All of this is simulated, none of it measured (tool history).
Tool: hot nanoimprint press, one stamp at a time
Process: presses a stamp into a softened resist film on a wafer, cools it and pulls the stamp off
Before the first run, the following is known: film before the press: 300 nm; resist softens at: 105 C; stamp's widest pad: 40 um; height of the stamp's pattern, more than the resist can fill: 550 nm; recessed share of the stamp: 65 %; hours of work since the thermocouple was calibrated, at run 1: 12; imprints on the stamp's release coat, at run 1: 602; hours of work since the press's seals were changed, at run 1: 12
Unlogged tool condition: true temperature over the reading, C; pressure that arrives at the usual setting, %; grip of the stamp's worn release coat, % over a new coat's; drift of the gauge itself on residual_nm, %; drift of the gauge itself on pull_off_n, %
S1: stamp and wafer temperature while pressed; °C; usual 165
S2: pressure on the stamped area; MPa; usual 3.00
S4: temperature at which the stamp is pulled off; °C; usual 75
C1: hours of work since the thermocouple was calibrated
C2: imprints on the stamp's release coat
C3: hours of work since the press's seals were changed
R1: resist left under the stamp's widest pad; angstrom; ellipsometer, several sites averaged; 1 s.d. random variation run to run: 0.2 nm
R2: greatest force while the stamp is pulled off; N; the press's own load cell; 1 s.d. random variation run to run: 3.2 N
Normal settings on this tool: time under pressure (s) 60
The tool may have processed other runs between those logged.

{"run": 1, "hour": 0.0, "S1": 165, "S2": 3.0, "time under pressure (s)": 60, "S4": 75, "C1": 12, "C2": 602, "C3": 12, "R1": 1157, "R2": 172}
{"run": 2, "hour": 54.5, "S1": 165, "S2": 3.0, "time under pressure (s)": 60, "S4": 75, "C1": 38, "C2": 775, "C3": 38, "R1": 1156, "R2": 181}
{"run": 3, "hour": 80.5, "S1": 165, "S2": 3.0, "time under pressure (s)": 60, "S4": 75, "C1": 50, "C2": 858, "C3": 50, "R1": 1152, "R2": 176}
{"run": 4, "hour": 128.4, "S1": 165, "S2": 3.0, "time under pressure (s)": 60, "S4": 75, "C1": 72, "C2": 1010, "C3": 72, "R1": 1154, "R2": 180}
{"run": 5, "hour": 181.7, "S1": 165, "S2": 3.0, "time under pressure (s)": 60, "S4": 80, "C1": 97, "C2": 1179, "C3": 97, "R1": 1149, "R2": 163}
{"run": 6, "hour": 222.6, "S1": 165, "S2": 3.0, "time under pressure (s)": 60, "S4": 80, "C1": 117, "C2": 1309, "C3": 117, "R1": 1150, "R2": 155}
{"run": 7, "hour": 250.3, "S1": 165, "S2": 3.0, "time under pressure (s)": 60, "S4": 80, "C1": 130, "C2": 1397, "C3": 130, "R1": 1150, "R2": 165}
{"hour": 263.8, "done": "stamp cleaned and given a new release coat"}
{"run": 8, "hour": 283.2, "S1": 165, "S2": 2.87, "time under pressure (s)": 60, "S4": 80, "C1": 142, "C2": 62, "C3": 142, "R1": 1179, "R2": 133}
{"hour": 291.1, "done": "plate thermocouple calibrated"}
{"run": 9, "hour": 331.1, "S1": 165, "S2": 3.0, "time under pressure (s)": 60, "S4": 75, "C1": 19, "C2": 204, "C3": 164, "R1": 1143, "R2": 158}
{"run": 10, "hour": 375.4, "S1": 165, "S2": 3.0, "time under pressure (s)": 60, "S4": 75, "C1": 40, "C2": 345, "C3": 184, "R1": 1135, "R2": 159}
{"run": 11, "hour": 411.7, "S1": 175, "S2": 4.02, "time under pressure (s)": 62, "S4": 80, "C1": 57, "C2": 460, "C3": 201, "R1": 642, "R2": 143}
{"run": 12, "hour": 444.7, "S1": 166, "S2": 2.94, "time under pressure (s)": 60, "S4": 76, "C1": 72, "C2": 565, "C3": 217, "R1": 1109, "R2": 153}
{"run": 13, "hour": 494.9, "S1": 165, "S2": 2.95, "time under pressure (s)": 84, "S4": 75, "C1": 96, "C2": 725, "C3": 241, "R1": 1023, "R2": 171}
{"run": 14, "hour": 528.0, "S1": 165, "S2": 1.87, "time under pressure (s)": 57, "S4": 75, "C1": 111, "C2": 830, "C3": 256, "R1": 1498, "R2": 171}
{"run": 15, "hour": 563.9, "S1": 168, "S2": 3.0, "time under pressure (s)": 41, "S4": 75, "C1": 128, "C2": 944, "C3": 273, "R1": 1151, "R2": 182}
{"run": 16, "hour": 604.2, "S1": 168, "S2": 3.0, "time under pressure (s)": 41, "S4": 75, "C1": 147, "C2": 1072, "C3": 292, "R1": 1150, "R2": 179}
{"run": 17, "hour": 631.0, "S1": 155, "S2": 3.0, "time under pressure (s)": 49, "S4": 74, "C1": 160, "C2": 1157, "C3": 305, "R1": 1810, "R2": 183}
{"hour": 648.4, "done": "plate thermocouple calibrated, once more"}
{"run": 18, "hour": 677.8, "S1": 169, "S2": 3.0, "time under pressure (s)": 49, "S4": 67, "C1": 14, "C2": 1296, "C3": 325, "R1": 1073, "R2": 223}
{"hour": 722.4, "done": "stamp cleaned and given a new release coat"}
{"run": 19, "hour": 738.8, "S1": 169, "S2": 3.0, "time under pressure (s)": 49, "S4": 67, "C1": 40, "C2": 52, "C3": 351, "R1": 1070, "R2": 186}

Alternative continuations, all from the tool just after run 19; predict every row:
{"run": "A", "hour": 786.8, "S1": 175, "S2": 3.0, "time under pressure (s)": 99, "S4": 62, "C1": 62, "C2": 204, "C3": 374, "R1": "?", "R2": "?"}
{"run": "B", "hour": 786.8, "S1": 164, "S2": 3.0, "time under pressure (s)": 80, "S4": 65, "C1": 62, "C2": 204, "C3": 374, "R1": "?", "R2": "?"}
{"run": "C", "hour": 786.8, "S1": 165, "S2": 1.83, "time under pressure (s)": 113, "S4": 75, "C1": 62, "C2": 204, "C3": 374, "R1": "?", "R2": "?"}
{"run": "D", "hour": 786.8, "S1": 169, "S2": 3.0, "time under pressure (s)": 38, "S4": 67, "C1": 62, "C2": 204, "C3": 374, "R1": "?", "R2": "?"}

run=A R1=660 R2=210
run=B R1=1101 R2=200
run=C R1=1243 R2=165
run=D R1=1165 R2=195
Without the tool's unlogged condition, the same runs would have read:
run=A R1=651 R2=203
run=B R1=1088 R2=194
run=C R1=1235 R2=160
run=D R1=1151 R2=189
